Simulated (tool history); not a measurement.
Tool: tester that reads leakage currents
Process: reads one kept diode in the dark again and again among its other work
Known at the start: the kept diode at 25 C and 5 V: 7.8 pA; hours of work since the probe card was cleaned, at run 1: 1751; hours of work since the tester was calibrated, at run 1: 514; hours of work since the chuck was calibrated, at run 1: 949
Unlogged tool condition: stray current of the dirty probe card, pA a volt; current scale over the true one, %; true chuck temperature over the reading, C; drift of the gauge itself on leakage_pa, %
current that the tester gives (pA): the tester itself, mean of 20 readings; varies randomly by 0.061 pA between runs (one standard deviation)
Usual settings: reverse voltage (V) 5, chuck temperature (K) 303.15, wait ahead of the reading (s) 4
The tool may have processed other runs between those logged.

run     day  reverse voltage (V)  chuck temperature (K)  wait ahead of the reading (s)  hours of work since the probe card was cleaned  hours of work since the tester was calibrated  hours of work since the chuck was calibrated  current that the tester gives (pA)
  1       0                    5                 303.15                              4                                            1751                                            514                                           949                               15.59
  2   1.433                    5                 325.15                              4                                            1770                                            532                                           968                                  56
  3   3.312                    5                 325.15                              4                                            1794                                            556                                           992                                56.2
  4     5.8                    5                 325.15                           1.93                                            1826                                            588                                          1024                                56.7
  5   8.283                    5                 325.15                           1.93                                            1857                                            620                                          1055                               56.73
  6    10.8                    5                 303.15                              4                                            1890                                            652                                          1088                                15.9
  7  13.392                    5                 306.15                              4                                            1923                                            685                                          1121                               18.82
  8  15.604                    5                 306.15                              4                                            1951                                            713                                          1149                               18.93
     16.629  -- chuck's temperature calibrated
  9  17.929                 5.36                 303.15                              4                                            1980                                            742                                            17                                16.2
 10  19.367                 5.36                 303.15                              4                                            1998                                            760                                            35                               16.34
 11  21.696                 5.36                 303.15                              4                                            2028                                            790                                            65                               16.39
 12  24.229                    5                 303.15                              4                                            2060                                            822                                            97                               15.87
 13  26.238                    5                 303.15                              4                                            2086                                            848                                           123                               15.87
 14  27.588                    5                 303.15                              4                                            2103                                            865                                           140                               15.81
 15  29.962                    5                 303.15                              4                                            2134                                            896                                           170                               15.98
 16    31.2                    5                 303.15                              4                                            2149                                            912                                           186                               16.14
 17  32.638                    5                 303.15                              4                                            2168                                            930                                           205                               16.13
 18  35.371                    5                 303.15                              4                                            2203                                            965                                           240                               16.29
 19  36.629                    5                 303.15                              4                                            2219                                            981                                           256                               16.24
 20  39.271                 3.99                 303.15                              4                                            2253                                           1015                                           290                               14.37
 21  41.283                    5                 303.15                              4                                            2278                                           1040                                           315                               16.41
 22  43.625                 3.62                 315.15                              4                                            2308                                           1070                                           345                               27.01
 23  46.004                    5                 303.15                           1.01                                            2339                                           1101                                           376                                17.3
 24    48.4                19.64                 303.15                           6.96                                            2369                                           1131                                           406                               39.23
 25  51.117                    5                 329.15                              4                                            2404                                           1166                                           441                                71.5
 26  53.238                 1.68                 297.15                           1.12                                            2431                                           1193                                           468                                6.78
 27  54.854                  6.1                 299.15                           1.32                                            2452                                           1214                                           489                               16.31
 28  57.396                11.08                 305.15                              4                                            2484                                           1246                                           521                               30.13
 29  58.638                11.08                 305.15                              4                                            2500                                           1262                                           537                               30.16
 30  61.112                11.08                 305.15                              4                                            2532                                           1294                                           569                               30.32
 31  62.638                11.08                 305.15                              4                                            2551                                           1313                                           588                               30.43
 32  65.233                11.08                 305.15                              4                                            2584                                           1347                                           621                               30.52
 33  67.558                11.08                 305.15                              4                                            2614                                           1376                                           651                               30.67
 34  69.892                11.08                 305.15                              4                                            2644                                           1406                                           681                               30.91
 35   71.85                 1.65                 303.15                              4                                            2669                                           1431                                           706                                9.44
 36  74.238                 7.06                 325.15                           8.21                                            2700                                           1462                                           737                               67.85
 37  75.438                 4.73                 297.15                           0.31                                            2715                                           1477                                           752                               15.47
 38  77.967                 1.19                 308.15                           3.72                                            2747                                           1510                                           784                               11.07
 39  79.671                    5                 303.15                           3.25                                            2769                                           1531                                           806                               17.64
 40  81.262                15.01                 298.15                           8.64                                            2789                                           1552                                           826                               29.85
 41  83.204                 2.27                 294.15                           1.65                                            2814                                           1576                                           851                                7.24

Measured minus without-hidden-state, run by run (identical run-to-run variation in each term; gauge scatter may differ):
run  current that the tester gives (pA)
  1                               +3.98
  2                               +5.59
  3                               +5.71
  4                               +5.85
  5                               +5.97
  6                               +4.32
  7                               +4.54
  8                               +4.63
  9                                +4.3
 10                               +4.36
 11                               +4.44
 12                               +4.23
 13                               +4.28
 14                               +4.32
 15                               +4.42
 16                               +4.46
 17                               +4.51
 18                               +4.61
 19                               +4.63
 20                               +3.81
 21                                +4.8
 22                               +3.86
 23                               +4.95
 24                              +18.98
 25                               +6.52
 26                               +1.77
 27                               +6.24
 28                              +11.55
 29                              +11.58
 30                              +11.76
 31                              +11.86
 32                              +11.99
 33                              +12.15
 34                              +12.34
 35                               +2.06
 36                               +9.87
 37                               +5.45
 38                               +1.71
 39                               +6.04
 40                              +17.18
 41                               +2.76
